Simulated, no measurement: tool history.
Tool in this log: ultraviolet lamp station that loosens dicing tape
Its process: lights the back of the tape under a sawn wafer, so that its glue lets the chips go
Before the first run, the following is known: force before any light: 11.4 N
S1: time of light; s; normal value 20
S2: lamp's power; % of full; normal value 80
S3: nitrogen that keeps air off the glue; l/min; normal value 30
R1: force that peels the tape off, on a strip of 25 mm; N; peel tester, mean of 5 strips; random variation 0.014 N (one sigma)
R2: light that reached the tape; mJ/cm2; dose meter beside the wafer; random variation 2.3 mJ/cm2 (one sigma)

run 1 hour=0.0 | S1=20 S2=80 S3=30 | R1=0.837 R2=185
run 2 hour=46.4 | S1=20 S2=80 S3=30 | R1=0.854 R2=184
run 3 hour=129.3 | S1=20 S2=80 S3=30 | R1=0.892 R2=177
run 4 hour=199.4 | S1=20 S2=80 S3=30 | R1=0.978 R2=173
run 5 hour=249.3 | S1=20 S2=80 S3=31 | R1=0.967 R2=172
run 6 hour=308.5 | S1=20 S2=80 S3=30 | R1=1.017 R2=168
run 7 hour=377.9 | S1=20 S2=80 S3=30 | R1=1.070 R2=167
run 8 hour=456.0 | S1=20 S2=80 S3=30 | R1=1.127 R2=160
run 9 hour=518.9 | S1=20 S2=80 S3=30 | R1=1.212 R2=156
-- hour=544.5 window cleaned of glue's vapour
run 10 hour=576.7 | S1=20 S2=80 S3=30 | R1=1.095 R2=163
run 11 hour=647.0 | S1=20 S2=80 S3=30 | R1=1.139 R2=157
run 12 hour=693.8 | S1=20 S2=79 S3=30 | R1=1.264 R2=155
run 13 hour=764.3 | S1=20 S2=79 S3=30 | R1=1.347 R2=148
run 14 hour=827.2 | S1=20 S2=78 S3=30 | R1=1.377 R2=144
run 15 hour=871.5 | S1=20 S2=78 S3=30 | R1=1.432 R2=142
run 16 hour=925.8 | S1=20 S2=78 S3=30 | R1=1.487 R2=139
run 17 hour=999.7 | S1=20 S2=78 S3=10 | R1=2.475 R2=137
run 18 hour=1082.5 | S1=20 S2=78 S3=10 | R1=2.663 R2=127
-- hour=1145.7 window cleaned of glue's vapour
run 19 hour=1152.9 | S1=20 S2=80 S3=30 | R1=1.524 R2=140
run 20 hour=1193.3 | S1=20 S2=80 S3=30 | R1=1.550 R2=138
run 21 hour=1232.1 | S1=25 S2=80 S3=30 | R1=1.010 R2=173
run 22 hour=1271.0 | S1=25 S2=80 S3=30 | R1=1.040 R2=163
run 23 hour=1328.3 | S1=29 S2=64 S3=30 | R1=1.273 R2=147
run 24 hour=1407.1 | S1=22 S2=79 S3=29 | R1=1.590 R2=137
run 25 hour=1446.4 | S1=14 S2=80 S3=34 | R1=3.110 R2=88
run 26 hour=1530.5 | S1=20 S2=80 S3=19 | R1=2.305 R2=120
run 27 hour=1613.1 | S1=25 S2=80 S3=33 | R1=1.357 R2=147

Expected results for the next run?
-- hour=1643.7 lamp changed
run 28 hour=1698.6 | S1=28 S2=79 S3=51 | R1=? R2=?

Logged for run 28: R1 0.273 N, R2 271 mJ/cm2.
With the hidden condition absent and the run-to-run variation left alone, this run would have shown R1 0.245 N, R2 288 mJ/cm2.
